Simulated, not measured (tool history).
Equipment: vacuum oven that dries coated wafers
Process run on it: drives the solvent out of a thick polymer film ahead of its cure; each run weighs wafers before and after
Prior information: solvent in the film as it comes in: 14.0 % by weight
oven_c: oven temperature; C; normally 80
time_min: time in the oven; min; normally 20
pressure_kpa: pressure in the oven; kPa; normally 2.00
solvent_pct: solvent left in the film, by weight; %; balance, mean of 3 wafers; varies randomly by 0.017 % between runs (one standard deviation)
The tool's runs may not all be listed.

| run | hour | oven_c | time_min | pressure_kpa | solvent_pct |
|---|---|---|---|---|---|
| 1 | 0.0 | 80 | 20 | 2.00 | 2.28 |
| 2 | 20.8 | 80 | 20 | 4.92 | 2.77 |
| 3 | 35.8 | 80 | 20 | 4.92 | 2.76 |
| 4 | 68.3 | 80 | 20 | 4.92 | 2.77 |
| 5 | 101.8 | 80 | 20 | 4.92 | 2.79 |
| 6 | 120.4 | 80 | 20 | 4.92 | 2.77 |
| 7 | 149.4 | 80 | 20 | 2.00 | 2.31 |
| 8 | 172.2 | 80 | 20 | 2.00 | 2.33 |
| 9 | 200.2 | 80 | 20 | 2.00 | 2.31 |
| 10 | 229.6 | 80 | 20 | 2.00 | 2.33 |
| 11 | 255.7 | 80 | 20 | 2.00 | 2.36 |
| 12 | 274.4 | 80 | 12 | 2.00 | 4.28 |
| 13 | 294.1 | 80 | 12 | 2.00 | 4.26 |
| 14 | 312.3 | 80 | 20 | 2.00 | 2.34 |
| 15 | 330.6 | 91 | 20 | 2.00 | 0.89 |
| 16 | 355.7 | 91 | 20 | 2.00 | 0.93 |
| 17 | 385.0 | 80 | 20 | 7.37 | 3.27 |
| 18 | 401.0 | 80 | 20 | 7.37 | 3.29 |
| 19 | 427.3 | 80 | 20 | 7.37 | 3.27 |
| 20 | 445.0 | 80 | 20 | 2.00 | 2.40 |
| 21 | 470.2 | 80 | 20 | 2.00 | 2.38 |
| 22 | 491.7 | 80 | 11 | 5.65 | 5.16 |
| 23 | 520.0 | 80 | 18 | 1.18 | 2.62 |
| 24 | 540.2 | 80 | 18 | 1.18 | 2.62 |
| 25 | 574.7 | 72 | 20 | 6.63 | 4.96 |
| 26 | 607.2 | 93 | 20 | 6.67 | 1.31 |
| 27 | 633.0 | 93 | 20 | 6.67 | 1.34 |
| 28 | 651.6 | 92 | 20 | 6.67 | 1.42 |
|  | 675.6 | oven's thermocouples calibrated |
| 29 | 675.6 | 84 | 35 | 6.67 | 1.42 |
| 30 | 703.8 | 65 | 34 | 6.67 | 4.65 |
| 31 | 720.0 | 80 | 23 | 4.89 | 2.35 |
| 32 | 743.6 | 82 | 10 | 2.00 | 4.47 |
| 33 | 760.8 | 82 | 10 | 2.00 | 4.49 |
| 34 | 784.4 | 74 | 24 | 2.00 | 2.70 |
| 35 | 810.3 | 74 | 24 | 2.00 | 2.72 |
| 36 | 840.9 | 74 | 24 | 2.00 | 2.73 |
| 37 | 869.7 | 85 | 24 | 1.80 | 1.08 |
| 38 | 885.2 | 94 | 19 | 1.14 | 0.63 |
| 39 | 916.3 | 73 | 19 | 2.00 | 3.84 |
| 40 | 934.4 | 73 | 19 | 2.00 | 3.83 |
| 41 | 953.3 | 78 | 12 | 3.54 | 4.87 |
| 42 | 981.5 | 78 | 16 | 4.39 | 3.89 |

Consider 4 possible next runs. They are alternatives, not a sequence: every one starts from the tool as it was left by run 42. What does each give?
| A | 1000.3 | 80 | 15 | 2.00 | ? |
| B | 1000.3 | 80 | 20 | 6.63 | ? |
| C | 1000.3 | 93 | 14 | 1.00 | ? |
| D | 1000.3 | 88 | 16 | 4.39 | ? |

| run | solvent_pct |
|---|---|
| A | 3.33 |
| B | 3.09 |
| C | 1.32 |
| D | 2.08 |
With no hidden state in the tool, these same runs would have given:
| run | solvent_pct |
|---|---|
| A | 3.21 |
| B | 2.97 |
| C | 1.24 |
| D | 1.99 |

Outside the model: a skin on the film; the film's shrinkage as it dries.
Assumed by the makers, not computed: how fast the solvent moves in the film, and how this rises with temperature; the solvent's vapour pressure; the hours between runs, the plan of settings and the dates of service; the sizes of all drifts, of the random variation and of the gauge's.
